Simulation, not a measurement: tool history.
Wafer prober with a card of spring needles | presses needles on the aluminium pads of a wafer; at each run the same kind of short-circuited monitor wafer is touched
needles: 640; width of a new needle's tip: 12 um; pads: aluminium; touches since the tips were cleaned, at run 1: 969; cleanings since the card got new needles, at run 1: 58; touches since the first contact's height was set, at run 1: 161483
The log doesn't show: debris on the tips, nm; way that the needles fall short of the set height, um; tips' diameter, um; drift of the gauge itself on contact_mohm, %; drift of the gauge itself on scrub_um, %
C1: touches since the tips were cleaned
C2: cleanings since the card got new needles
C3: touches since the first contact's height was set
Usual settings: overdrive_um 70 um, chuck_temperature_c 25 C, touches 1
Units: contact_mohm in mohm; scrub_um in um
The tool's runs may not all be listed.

Run 1, hour 0: usual settings; C1 969; C2 58; C3 161483. Result: contact_mohm 112 mohm, scrub_um 19.18 um.
At hour 3.5: tips cleaned on abrasive film.
At hour 6.6: height of the first contact set anew.
At hour 9.1: tips cleaned on abrasive film.
Run 2, hour 9.8: usual settings; C1 337; C2 60; C3 1499. Result: contact_mohm 113 mohm, scrub_um 19.2 um.
At hour 14.5: tips cleaned on abrasive film.
Run 3, hour 19.1: usual settings; C1 2227; C2 61; C3 5926. Result: contact_mohm 113 mohm, scrub_um 19.21 um.
At hour 20.3: tips cleaned on abrasive film.
At hour 25.9: tips cleaned on abrasive film.
Run 4, hour 27.7: usual settings but overdrive_um 68 um; C1 895; C2 63; C3 10012. Result: contact_mohm 110 mohm, scrub_um 18.57 um.
At hour 31.1: tips cleaned on abrasive film.
Run 5, hour 34.7: usual settings but overdrive_um 68 um; C1 1752; C2 64; C3 13342. Result: contact_mohm 111 mohm, scrub_um 18.56 um.
At hour 37.2: tips cleaned on abrasive film.
At hour 42.7: tips cleaned on abrasive film.
Run 6, hour 44.7: usual settings but overdrive_um 68 um; C1 935; C2 66; C3 18041. Result: contact_mohm 111 mohm, scrub_um 18.43 um.
At hour 48.6: tips cleaned on abrasive film.
Run 7, hour 50.6: usual settings but touches 3; C1 958; C2 67; C3 20843. Result: contact_mohm 113 mohm, scrub_um 19.28 um.
At hour 54: tips cleaned on abrasive film.
At hour 60: tips cleaned on abrasive film.
Run 8, hour 61.3: usual settings but touches 3; C1 622; C2 69; C3 25909. Result: contact_mohm 112 mohm, scrub_um 19.08 um.
At hour 65.6: tips cleaned on abrasive film.
At hour 71.3: tips cleaned on abrasive film.
Run 9, hour 73.1: usual settings but touches 3; C1 851; C2 71; C3 31533. Result: contact_mohm 111 mohm, scrub_um 18.93 um.
At hour 77.2: tips cleaned on abrasive film.
Run 10, hour 79.9: usual settings but overdrive_um 78 um; C1 1295; C2 72; C3 34773. Result: contact_mohm 109 mohm, scrub_um 21.39 um.
At hour 82.8: tips cleaned on abrasive film.
Run 11, hour 87.6: usual settings but overdrive_um 78 um; C1 2283; C2 73; C3 38412. Result: contact_mohm 115 mohm, scrub_um 21.27 um.
At hour 88.6: tips cleaned on abrasive film.
At hour 93.8: tips cleaned on abrasive film.
Run 12, hour 94.8: usual settings but overdrive_um 78 um; C1 485; C2 75; C3 41823. Result: contact_mohm 111 mohm, scrub_um 21.21 um.
At hour 99.4: tips cleaned on abrasive film.
Run 13, hour 103.9: usual settings; C1 2134; C2 76; C3 46144. Result: contact_mohm 112 mohm, scrub_um 18.99 um.
At hour 104.6: tips cleaned on abrasive film.
At hour 110.5: tips cleaned on abrasive film.
Run 14, hour 115.3: usual settings; C1 2335; C2 78; C3 51583. Result: contact_mohm 112 mohm, scrub_um 19.07 um.
At hour 116.6: tips cleaned on abrasive film.
At hour 122.7: tips cleaned on abrasive film.
Run 15, hour 125.9: usual settings but chuck_temperature_c 124 C, touches 2; C1 1552; C2 80; C3 56585. Result: contact_mohm 124 mohm, scrub_um 19.05 um.
At hour 128.6: tips cleaned on abrasive film.
At hour 134.5: tips cleaned on abrasive film.
Run 16, hour 137.1: usual settings but chuck_temperature_c 124 C, touches 2; C1 1268; C2 82; C3 61922. Result: contact_mohm 125 mohm, scrub_um 19.03 um.
At hour 140.2: tips cleaned on abrasive film.
Run 17, hour 145: usual settings but overdrive_um 84 um, chuck_temperature_c 58 C, touches 2; C1 2308; C2 83; C3 65652. Result: contact_mohm 114 mohm, scrub_um 22.67 um.
At hour 146.2: tips cleaned on abrasive film.
At hour 151.7: tips cleaned on abrasive film.
At hour 157: tips cleaned on abrasive film.
Run 18, hour 157: usual settings but overdrive_um 84 um, chuck_temperature_c 58 C, touches 2; C1 0; C2 86; C3 71304. Result: contact_mohm 114 mohm, scrub_um 22.61 um.
At hour 163: tips cleaned on abrasive film.
Run 19, hour 165.9: usual settings but overdrive_um 76 um, chuck_temperature_c 76 C; C1 1417; C2 87; C3 75582. Result: contact_mohm 117 mohm, scrub_um 20.46 um.

Run 20 comes next. What will it give?
At hour 168.7: tips cleaned on abrasive film.
Run 20, hour 171.8: usual settings but overdrive_um 76 um, chuck_temperature_c 76 C, touches 2; C1 1515; C2 88; C3 78379. Result: contact_mohm ?, scrub_um ?.

{"run 20": {"contact_mohm": 121, "scrub_um": 20.57}}
Without the tool's hidden state the same run would have given contact_mohm 121 mohm, scrub_um 21 um.
